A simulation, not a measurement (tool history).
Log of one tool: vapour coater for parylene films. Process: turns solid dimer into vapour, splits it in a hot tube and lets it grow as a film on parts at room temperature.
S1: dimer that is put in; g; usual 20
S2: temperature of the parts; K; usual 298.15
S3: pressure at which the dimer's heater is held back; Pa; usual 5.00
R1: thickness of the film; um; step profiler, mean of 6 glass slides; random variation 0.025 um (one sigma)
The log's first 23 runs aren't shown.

Run 24, hour 1268.3: usual settings but S2 295.15 K. Result: R1 7.81 um.
Run 25, hour 1313.5: usual settings but S1 35 g, S2 293.15 K, S3 3.11 Pa. Result: R1 14.95 um.
Run 26, hour 1362.4: usual settings but S1 35 g, S2 293.15 K, S3 3.11 Pa. Result: R1 14.84 um.
Run 27, hour 1401.8: usual settings but S1 34 g, S3 5.74 Pa. Result: R1 11.40 um.
Run 28, hour 1470.5: usual settings but S1 15 g, S2 297.15 K, S3 4.82 Pa. Result: R1 5.36 um.
Run 29, hour 1523.0: usual settings but S1 15 g, S2 297.15 K, S3 4.82 Pa. Result: R1 5.32 um.
Run 30, hour 1558.3: usual settings but S1 9 g, S2 294.15 K, S3 2.61 Pa. Result: R1 3.69 um.
At hour 1618.9: trap's valve overhauled.
Run 31, hour 1639.3: usual settings but S3 2.56 Pa. Result: R1 8.32 um.
Run 32, hour 1703.1: usual settings but S1 29 g, S2 302.15 K. Result: R1 8.94 um.
Run 33, hour 1771.8: usual settings but S1 29 g, S2 302.15 K. Result: R1 8.93 um.
Run 34, hour 1807.3: usual settings but S1 29 g, S2 302.15 K, S3 10.81 Pa. Result: R1 7.65 um.
Run 35, hour 1878.8: usual settings but S1 14 g, S3 3.04 Pa. Result: R1 5.54 um.
Run 36, hour 1953.5: usual settings but S1 12 g, S3 2.39 Pa. Result: R1 4.90 um.
Run 37, hour 2016.3: usual settings but S1 12 g, S3 2.39 Pa. Result: R1 4.90 um.
Run 38, hour 2051.2: usual settings but S2 301.15 K, S3 2.02 Pa. Result: R1 7.51 um.
Run 39, hour 2092.0: usual settings but S1 10 g, S2 304.15 K, S3 8.52 Pa. Result: R1 2.48 um.
Run 40, hour 2147.9: usual settings but S1 31 g, S2 310.15 K, S3 10.14 Pa. Result: R1 5.83 um.
Run 41, hour 2182.6: usual settings but S1 19 g, S2 301.15 K, S3 6.37 Pa. Result: R1 5.58 um.
Run 42, hour 2259.0: usual settings but S1 19 g, S2 301.15 K, S3 6.37 Pa. Result: R1 5.56 um.
Run 43, hour 2303.4: usual settings but S1 22 g, S2 308.15 K, S3 6.37 Pa. Result: R1 4.85 um.
At hour 2311.9: trap's valve overhauled.
Run 44, hour 2362.0: usual settings but S1 8 g. Result: R1 2.98 um.
Run 45, hour 2413.4: usual settings but S1 8 g, S2 293.15 K. Result: R1 3.52 um.
Run 46, hour 2469.3: usual settings but S2 302.15 K, S3 8.44 Pa. Result: R1 5.65 um.
Run 47, hour 2504.3: usual settings but S1 33 g, S2 297.15 K, S3 2.67 Pa. Result: R1 14.34 um.

Forecast each of these 4 alternatives for the next run:
Run A, hour 2571.1: usual settings but S1 33 g, S2 296.15 K, S3 2.32 Pa. Result: R1 ?.
Run B, hour 2571.1: usual settings but S1 33 g, S2 297.15 K, S3 2.86 Pa. Result: R1 ?.
Run C, hour 2571.1: usual settings but S1 17 g, S3 2.04 Pa. Result: R1 ?.
Run D, hour 2571.1: usual settings but S2 302.15 K. Result: R1 ?.

run     R1
  A  14.21
  B  14.06
  C   7.37
  D   6.26
Without the tool's hidden state the same runs would have given:
run     R1
  A  14.68
  B  13.75
  C   7.31
  D   6.12

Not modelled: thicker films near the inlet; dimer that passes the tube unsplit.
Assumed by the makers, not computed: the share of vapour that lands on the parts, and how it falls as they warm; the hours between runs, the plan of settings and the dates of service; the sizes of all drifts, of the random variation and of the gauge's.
